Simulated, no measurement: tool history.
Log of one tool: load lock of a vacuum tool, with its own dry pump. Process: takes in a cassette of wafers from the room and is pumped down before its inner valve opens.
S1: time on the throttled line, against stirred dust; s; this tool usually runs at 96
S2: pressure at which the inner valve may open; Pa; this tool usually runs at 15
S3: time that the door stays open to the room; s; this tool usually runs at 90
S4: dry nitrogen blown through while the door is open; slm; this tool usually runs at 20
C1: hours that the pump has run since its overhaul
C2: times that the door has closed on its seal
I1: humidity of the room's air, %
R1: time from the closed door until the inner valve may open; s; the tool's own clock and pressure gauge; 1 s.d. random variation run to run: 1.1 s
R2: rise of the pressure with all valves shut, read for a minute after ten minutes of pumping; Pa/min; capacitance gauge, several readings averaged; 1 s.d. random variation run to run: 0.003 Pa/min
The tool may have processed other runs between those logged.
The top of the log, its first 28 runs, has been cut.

run	hour	S1	S2	S3	S4	C1	C2	I1	R1	R2
29	12936.3	124	21	161	5	5638	34404	47.5	205.1	0.118
30	13619.6	124	21	161	5	6321	36801	44.6	205.6	0.118
31	14125.7	124	21	161	5	6827	38577	45.9	207.8	0.120
32	14479.7	125	30	133	19	7181	39819	42.0	203.3	0.096
33	14965.6	96	13	28	20	7667	41524	40.2	191.7	0.094
34	15258.7	149	15	90	12	7960	42552	42.0	233.6	0.110
35	15872.2	149	12	59	36	8574	44705	46.8	236.3	0.095
36	16558.7	149	12	59	36	9260	47113	41.0	236.9	0.108

Branching from run 36: 5 alternative next runs. What would each branch give?
A	16872.9	149	12	59	25	9575	48216	43.1	?	?
B	16872.9	149	16	59	11	9575	48216	44.7	?	?
C	16872.9	96	23	83	18	9575	48216	43.7	?	?
D	16872.9	96	28	90	12	9575	48216	46.4	?	?
E	16872.9	183	16	59	16	9575	48216	48.1	?	?

run	R1	R2
A	236.2	0.115
B	233.9	0.125
C	189.9	0.120
D	185.3	0.129
E	262.0	0.122
Stripped of hidden state, with their random variation kept, the same runs would have yielded:
run	R1	R2
A	220.8	0.019
B	219.1	0.031
C	173.8	0.025
D	169.9	0.034
E	248.5	0.028
